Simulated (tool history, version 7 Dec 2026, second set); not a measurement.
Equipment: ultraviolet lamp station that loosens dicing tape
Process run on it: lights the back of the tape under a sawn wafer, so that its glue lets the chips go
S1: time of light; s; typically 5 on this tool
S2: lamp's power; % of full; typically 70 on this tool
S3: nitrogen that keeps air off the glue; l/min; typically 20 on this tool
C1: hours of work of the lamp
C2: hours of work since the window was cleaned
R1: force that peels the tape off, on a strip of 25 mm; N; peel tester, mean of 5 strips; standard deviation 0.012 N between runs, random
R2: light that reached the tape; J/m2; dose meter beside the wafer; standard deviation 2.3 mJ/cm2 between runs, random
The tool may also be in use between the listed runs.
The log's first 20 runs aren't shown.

run   hour  S1   S2  S3   C1   C2     R1    R2
 21  143.2   2   70  20  274  260  2.796   820
 22  153.1   2   70  20  281  267  2.953   840
 23    160   2   70  20  286  272  2.807   850
 24  170.9   2   70  20  294  280  2.754   850
 25  178.1   2   70  20  299  285  2.791   860
 26  185.5   2   70  20  304  291  2.921   850
 27  194.3   2   70  20  311  297  2.902   820
 28  198.9   2   70  20  314  300  2.959   810
 29  207.8   3   70  40  321  307  1.273  1250
 30    216   3   88   7  327  313  1.575  1550
 31  222.7   5   70  23  332  318  0.544  2080
 32  229.6   3   63  10  337  323  2.346  1110
 33  234.3   5   70  26  340  326  0.519  2170
 34  238.9   3   70  20  344  330  1.545  1280
 35  246.3   3   70  20  349  335  1.555  1270
 36  252.1   7   87  25  353  339  0.221  3700
 37  258.1  10   60  20  358  344  0.237  3650
 38    267   4  100   8  364  350  0.641  2380
 39  273.5   4  100   8  369  355  0.652  2390
 40  280.5   3   89  22  374  360  0.986  1600
 41  287.4  10   94   7  379  365  0.213  5760
 42  292.4  10   94   7  383  369  0.205  5700
 43  299.8  10   94   7  388  374  0.208  5760
 44  308.5  10   94   7  394  380  0.203  5660

4 ways to go on from here, each from the tool as it stands after run 44. What would each give?
  A  314.3   4  94  38  399  385   ?   ?
  B  314.3  10  70  20  399  385   ?   ?
  C  314.3   8  67   7  399  385   ?   ?
  D  314.3   2  72   6  399  385   ?   ?

run     R1    R2
  A  0.394  2290
  B  0.216  4260
  C  0.383  3230
  D   3.64   840
Take away the tool's hidden state, keep each run's random variation, and the runs would have read:
run     R1    R2
  A  0.393  2290
  B  0.216  4270
  C  0.382  3230
  D  3.636   840
